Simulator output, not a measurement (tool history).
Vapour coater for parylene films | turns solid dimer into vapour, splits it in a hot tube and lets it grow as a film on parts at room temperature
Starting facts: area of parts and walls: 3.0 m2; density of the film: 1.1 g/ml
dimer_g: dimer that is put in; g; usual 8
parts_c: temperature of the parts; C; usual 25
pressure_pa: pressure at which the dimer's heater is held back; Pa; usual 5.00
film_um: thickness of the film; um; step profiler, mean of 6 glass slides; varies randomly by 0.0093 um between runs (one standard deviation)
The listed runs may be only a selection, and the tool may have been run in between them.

| run | hour | dimer_g | parts_c | pressure_pa | film_um |
|---|---|---|---|---|---|
| 1 | 0.0 | 8 | 25 | 5.00 | 1.286 |
| 2 | 22.2 | 8 | 25 | 5.00 | 1.295 |
| 3 | 52.4 | 8 | 25 | 5.32 | 1.265 |
| 4 | 83.2 | 8 | 25 | 5.32 | 1.281 |
| 5 | 101.9 | 8 | 25 | 5.32 | 1.266 |
| 6 | 117.6 | 7 | 25 | 5.32 | 1.099 |
| 7 | 141.4 | 8 | 25 | 11.94 | 1.112 |
| 8 | 158.6 | 8 | 25 | 5.00 | 1.294 |
| 9 | 186.4 | 4 | 25 | 5.00 | 0.656 |
| 10 | 199.2 | 8 | 25 | 5.00 | 1.270 |
|  | 205.4 | trap's valve overhauled |
| 11 | 228.5 | 4 | 25 | 5.00 | 0.626 |
| 12 | 257.3 | 4 | 25 | 5.00 | 0.639 |
| 13 | 271.0 | 4 | 25 | 5.00 | 0.613 |
| 14 | 287.3 | 4 | 25 | 5.00 | 0.631 |
| 15 | 306.5 | 4 | 25 | 5.00 | 0.628 |
| 16 | 328.6 | 8 | 25 | 2.85 | 1.369 |
|  | 346.3 | trap's valve overhauled, once more |
| 17 | 346.3 | 13 | 25 | 10.11 | 1.947 |
| 18 | 368.7 | 4 | 25 | 7.19 | 0.650 |
| 19 | 384.7 | 7 | 31 | 9.89 | 0.809 |
| 20 | 404.0 | 8 | 29 | 9.86 | 1.024 |

Measured minus without-hidden-state, run by run (identical run-to-run variation in each term; gauge scatter may differ):
Hidden state present: vapour lost through the trap's worn valve, %; true temperature of the parts over the reading, C; drift of the gauge itself on film_um, %.
| run | film_um |
|---|---|
| 1 | -0.046 |
| 2 | -0.049 |
| 3 | -0.050 |
| 4 | -0.053 |
| 5 | -0.055 |
| 6 | -0.049 |
| 7 | -0.051 |
| 8 | -0.061 |
| 9 | -0.032 |
| 10 | -0.064 |
| 11 | -0.049 |
| 12 | -0.050 |
| 13 | -0.050 |
| 14 | -0.050 |
| 15 | -0.051 |
| 16 | -0.116 |
| 17 | +0.036 |
| 18 | +0.011 |
| 19 | +0.013 |
| 20 | +0.015 |

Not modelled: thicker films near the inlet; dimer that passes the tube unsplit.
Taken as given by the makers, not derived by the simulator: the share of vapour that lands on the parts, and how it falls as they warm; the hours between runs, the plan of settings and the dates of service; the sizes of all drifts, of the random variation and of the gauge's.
